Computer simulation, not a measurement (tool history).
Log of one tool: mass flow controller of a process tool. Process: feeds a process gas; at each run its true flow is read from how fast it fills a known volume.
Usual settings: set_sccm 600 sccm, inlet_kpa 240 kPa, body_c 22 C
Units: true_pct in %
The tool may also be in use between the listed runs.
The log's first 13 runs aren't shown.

run    hour  set_sccm  inlet_kpa  body_c  true_pct
 14  2271.7       600        240      22    100.02
 15  2456.5       600        240      22    100.21
 16  2620.3       762        255      40    101.98
 17  2725.7       762        255      40    102.08
 18  2872.9       203        142      28    100.54
 19  3047.7       203        142      28    100.65
 20  3185.1       171        240      21     99.82
 21  3365.2       171        240      21     99.85
 22  3471.2       677        146      38    102.21
 23  3599.3       677        146      38    102.34
 24  3836.4       660        240      27    101.42
 25  3968.7       235        240      33    101.20
 26  4137.1       600        240      35    102.02
 27  4361.2       463        279      39    102.12
 28  4484.2       301        145      22    100.76
 29  4589.9       751        181      37    102.98
 30  4774.1       675        147      32    102.37

Forecast each of these 5 alternatives for the next run:
  A  4977.9       103        147      32         ?
  B  4977.9       600        220      22         ?
  C  4977.9       675        178      32         ?
  D  4977.9       564        240      22         ?
  E  4977.9       248        180      36         ?

run  true_pct
  A    101.60
  B    101.29
  C    102.51
  D    101.26
  E    102.12
Without the tool's hidden state the same runs would have given:
run  true_pct
  A     99.30
  B     99.01
  C    100.22
  D     98.99
  E     99.82
